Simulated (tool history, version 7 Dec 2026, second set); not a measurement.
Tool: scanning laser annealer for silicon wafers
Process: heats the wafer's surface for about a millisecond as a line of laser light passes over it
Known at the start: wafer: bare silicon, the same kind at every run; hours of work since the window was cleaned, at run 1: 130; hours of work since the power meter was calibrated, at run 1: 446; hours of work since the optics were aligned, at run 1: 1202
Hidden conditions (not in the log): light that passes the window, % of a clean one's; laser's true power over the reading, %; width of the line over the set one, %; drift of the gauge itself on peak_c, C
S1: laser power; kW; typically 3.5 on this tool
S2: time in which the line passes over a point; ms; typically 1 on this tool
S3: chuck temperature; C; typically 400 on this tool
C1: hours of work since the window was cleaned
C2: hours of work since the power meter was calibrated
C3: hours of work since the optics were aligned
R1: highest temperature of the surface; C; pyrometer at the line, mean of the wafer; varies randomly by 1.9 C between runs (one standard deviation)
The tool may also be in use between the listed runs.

{"run": 1, "day": 0.0, "S1": 3.5, "S2": 1, "S3": 400, "C1": 130, "C2": 446, "C3": 1202, "R1": 1180}
{"run": 2, "day": 0.767, "S1": 3.5, "S2": 1, "S3": 400, "C1": 139, "C2": 455, "C3": 1211, "R1": 1185}
{"run": 3, "day": 1.621, "S1": 3.165, "S2": 1, "S3": 400, "C1": 149, "C2": 465, "C3": 1220, "R1": 1105}
{"run": 4, "day": 2.45, "S1": 3.165, "S2": 1, "S3": 402, "C1": 158, "C2": 474, "C3": 1230, "R1": 1110}
{"run": 5, "day": 3.158, "S1": 3.165, "S2": 1, "S3": 402, "C1": 167, "C2": 482, "C3": 1238, "R1": 1104}
{"run": 6, "day": 3.817, "S1": 3.5, "S2": 0.97, "S3": 400, "C1": 174, "C2": 490, "C3": 1246, "R1": 1167}
{"run": 7, "day": 4.379, "S1": 3.5, "S2": 0.97, "S3": 400, "C1": 181, "C2": 496, "C3": 1252, "R1": 1167}
{"run": 8, "day": 4.958, "S1": 3.5, "S2": 0.97, "S3": 400, "C1": 187, "C2": 503, "C3": 1259, "R1": 1166}
{"run": 9, "day": 5.425, "S1": 3.5, "S2": 0.97, "S3": 400, "C1": 193, "C2": 508, "C3": 1264, "R1": 1163}
{"run": 10, "day": 5.975, "S1": 3.5, "S2": 1, "S3": 434, "C1": 199, "C2": 515, "C3": 1270, "R1": 1213}

Estimate the outcome of run 11 from the log above:
{"run": 11, "day": 6.867, "S1": 3.5, "S2": 1.24, "S3": 400, "C1": 209, "C2": 525, "C3": 1281, "R1": "?"}

Run 11 produced R1 1282 C.
The same run, on a tool lacking any hidden state, would have yielded R1 1307 C.
